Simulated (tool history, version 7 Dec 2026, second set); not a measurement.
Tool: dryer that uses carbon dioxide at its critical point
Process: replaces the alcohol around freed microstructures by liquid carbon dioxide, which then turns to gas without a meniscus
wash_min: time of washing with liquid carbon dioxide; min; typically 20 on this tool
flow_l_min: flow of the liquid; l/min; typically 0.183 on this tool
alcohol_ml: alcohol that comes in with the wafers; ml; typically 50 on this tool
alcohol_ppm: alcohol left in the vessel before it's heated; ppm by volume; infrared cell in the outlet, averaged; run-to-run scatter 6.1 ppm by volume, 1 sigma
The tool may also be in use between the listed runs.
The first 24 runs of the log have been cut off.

Run 25, hour 244.1: usual settings but flow_l_min 0.213 l/min, alcohol_ml 119 ml. Result: alcohol_ppm 328 ppm by volume.
Run 26, hour 252.2: usual settings but wash_min 19 min, flow_l_min 0.265 l/min, alcohol_ml 26 ml. Result: alcohol_ppm 96 ppm by volume.
Run 27, hour 260.5: usual settings but wash_min 16 min, flow_l_min 0.128 l/min. Result: alcohol_ppm 3991 ppm by volume.
Run 28, hour 266.5: usual settings but wash_min 24 min, flow_l_min 0.154 l/min, alcohol_ml 28 ml. Result: alcohol_ppm 240 ppm by volume.
Run 29, hour 274.3: usual settings but wash_min 15 min, flow_l_min 0.199 l/min, alcohol_ml 34 ml. Result: alcohol_ppm 636 ppm by volume.
Run 30, hour 284.2: usual settings but wash_min 15 min, flow_l_min 0.199 l/min, alcohol_ml 34 ml. Result: alcohol_ppm 646 ppm by volume.
Run 31, hour 290: usual settings but flow_l_min 0.16 l/min, alcohol_ml 45 ml. Result: alcohol_ppm 633 ppm by volume.
Run 32, hour 299.5: usual settings but wash_min 19 min, flow_l_min 0.275 l/min. Result: alcohol_ppm 110 ppm by volume.
Run 33, hour 306.8: usual settings but wash_min 19 min, flow_l_min 0.275 l/min. Result: alcohol_ppm 114 ppm by volume.
Run 34, hour 317.2: usual settings but wash_min 12 min, flow_l_min 0.121 l/min, alcohol_ml 30 ml. Result: alcohol_ppm 6400 ppm by volume.
Run 35, hour 325.9: usual settings but wash_min 17 min. Result: alcohol_ppm 776 ppm by volume.
Run 36, hour 335.1: usual settings but flow_l_min 0.182 l/min, alcohol_ml 34 ml. Result: alcohol_ppm 309 ppm by volume.
Run 37, hour 343: usual settings but flow_l_min 0.182 l/min, alcohol_ml 34 ml. Result: alcohol_ppm 311 ppm by volume.
Run 38, hour 350.5: usual settings but flow_l_min 0.182 l/min, alcohol_ml 87 ml. Result: alcohol_ppm 637 ppm by volume.
Run 39, hour 358.3: usual settings but flow_l_min 0.182 l/min, alcohol_ml 87 ml. Result: alcohol_ppm 651 ppm by volume.
Run 40, hour 369.6: usual settings but wash_min 14 min, flow_l_min 0.162 l/min, alcohol_ml 23 ml. Result: alcohol_ppm 1389 ppm by volume.
Run 41, hour 378.5: usual settings but wash_min 14 min, flow_l_min 0.246 l/min, alcohol_ml 103 ml. Result: alcohol_ppm 931 ppm by volume.
Run 42, hour 386.5: usual settings but wash_min 14 min, flow_l_min 0.246 l/min, alcohol_ml 103 ml. Result: alcohol_ppm 927 ppm by volume.
Run 43, hour 395.6: usual settings but wash_min 14 min, flow_l_min 0.246 l/min, alcohol_ml 103 ml. Result: alcohol_ppm 945 ppm by volume.
Run 44, hour 407: usual settings but wash_min 16 min, flow_l_min 0.229 l/min, alcohol_ml 25 ml. Result: alcohol_ppm 253 ppm by volume.
Run 45, hour 415.4: usual settings but wash_min 31 min. Result: alcohol_ppm 115 ppm by volume.

Alternative continuations, all from the tool just after run 45; predict every row:
Run A, hour 428.3: usual settings but wash_min 12 min, flow_l_min 0.152 l/min, alcohol_ml 101 ml. Result: alcohol_ppm ?.
Run B, hour 428.3: usual settings but wash_min 31 min, alcohol_ml 32 ml. Result: alcohol_ppm ?.
Run C, hour 428.3: usual settings but wash_min 27 min, alcohol_ml 105 ml. Result: alcohol_ppm ?.
Run D, hour 428.3: usual settings but wash_min 17 min, alcohol_ml 24 ml. Result: alcohol_ppm ?.
Run E, hour 428.3: usual settings but wash_min 25 min, flow_l_min 0.248 l/min, alcohol_ml 28 ml. Result: alcohol_ppm ?.

run  alcohol_ppm
  A        11661
  B          118
  C          203
  D          476
  E          114
Take away the tool's hidden state, keep each run's random variation, and the runs would have read:
run  alcohol_ppm
  A         9728
  B            8
  C           65
  D          275
  E            7

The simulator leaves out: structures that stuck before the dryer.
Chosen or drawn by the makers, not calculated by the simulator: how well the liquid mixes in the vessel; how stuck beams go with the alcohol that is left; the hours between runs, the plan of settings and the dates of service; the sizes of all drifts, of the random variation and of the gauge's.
